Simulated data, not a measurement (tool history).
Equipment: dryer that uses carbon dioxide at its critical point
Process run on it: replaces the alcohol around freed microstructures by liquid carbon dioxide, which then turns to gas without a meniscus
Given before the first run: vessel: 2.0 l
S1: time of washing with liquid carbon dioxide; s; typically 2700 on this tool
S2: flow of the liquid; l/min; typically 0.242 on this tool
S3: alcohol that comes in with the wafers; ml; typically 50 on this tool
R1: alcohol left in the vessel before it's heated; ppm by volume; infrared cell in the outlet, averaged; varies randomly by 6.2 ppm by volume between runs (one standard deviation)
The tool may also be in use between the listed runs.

run	hour	S1	S2	S3	R1
1	0	2700	0.242	50	545
2	12.5	2700	0.242	50	549
3	29.7	1620	0.242	50	2240
4	41.2	1620	0.242	50	2288
5	63.8	1620	0.317	50	1211
6	78.6	1620	0.317	50	1224
7	97.6	1620	0.269	74	2687
8	112.5	3420	0.242	28	256
9	134.8	3480	0.198	28	369
10	148.6	2760	0.253	68	651
11	161.6	2220	0.194	45	1826
12	184.5	2220	0.194	45	1734

Here are 5 independent what-if runs from the current tool condition. What would each one return?
A	203.2	2280	0.242	50	?
B	203.2	2700	0.379	73	?
C	203.2	3360	0.194	28	?
D	203.2	2640	0.194	45	?
E	203.2	3300	0.369	26	?

run	R1
A	1045
B	281
C	466
D	1199
E	221
What these runs would have given with no unlogged condition in the tool:
run	R1
A	490
B	31
C	142
D	595
E	14
